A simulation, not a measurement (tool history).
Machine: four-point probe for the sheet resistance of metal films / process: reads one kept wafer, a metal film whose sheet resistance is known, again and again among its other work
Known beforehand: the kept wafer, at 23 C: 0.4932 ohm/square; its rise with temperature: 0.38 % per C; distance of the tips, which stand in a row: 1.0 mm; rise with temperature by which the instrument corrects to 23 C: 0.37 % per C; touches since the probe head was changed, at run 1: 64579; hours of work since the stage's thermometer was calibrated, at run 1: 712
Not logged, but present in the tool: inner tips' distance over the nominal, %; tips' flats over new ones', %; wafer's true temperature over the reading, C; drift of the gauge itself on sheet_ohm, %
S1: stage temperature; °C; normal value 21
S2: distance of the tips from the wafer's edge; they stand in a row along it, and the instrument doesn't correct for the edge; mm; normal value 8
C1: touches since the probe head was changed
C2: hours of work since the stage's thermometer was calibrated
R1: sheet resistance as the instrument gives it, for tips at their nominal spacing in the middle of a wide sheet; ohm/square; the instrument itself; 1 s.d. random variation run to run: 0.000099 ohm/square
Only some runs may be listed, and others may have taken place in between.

run 1 hour=0 | S1=21 S2=8 | C1=64579 C2=712 | R1=0.500779
run 2 hour=65.5 | S1=21 S2=8 | C1=67483 C2=760 | R1=0.500962
run 3 hour=125.1 | S1=21 S2=8 | C1=70129 C2=804 | R1=0.500958
run 4 hour=190.6 | S1=25 S2=8 | C1=73033 C2=852 | R1=0.501272
run 5 hour=259.7 | S1=25 S2=8 | C1=76096 C2=902 | R1=0.50136
run 6 hour=319.8 | S1=30 S2=21 | C1=78762 C2=946 | R1=0.498064
run 7 hour=384.9 | S1=20 S2=21 | C1=81649 C2=994 | R1=0.49793
run 8 hour=474 | S1=28 S2=19 | C1=85603 C2=1059 | R1=0.49867
-- hour=512.7 new probe head fitted
run 9 hour=545.6 | S1=35 S2=6 | C1=1457 C2=1111 | R1=0.500056

Run 10 is up next; what results do you expect?
run 10 hour=613.6 | S1=35 S2=6 | C1=4473 C2=1160 | R1=?

R1: 0.500147 ohm/square
On a tool with no hidden condition, and with the same random variation, this run would have come out at R1 0.500868 ohm/square.
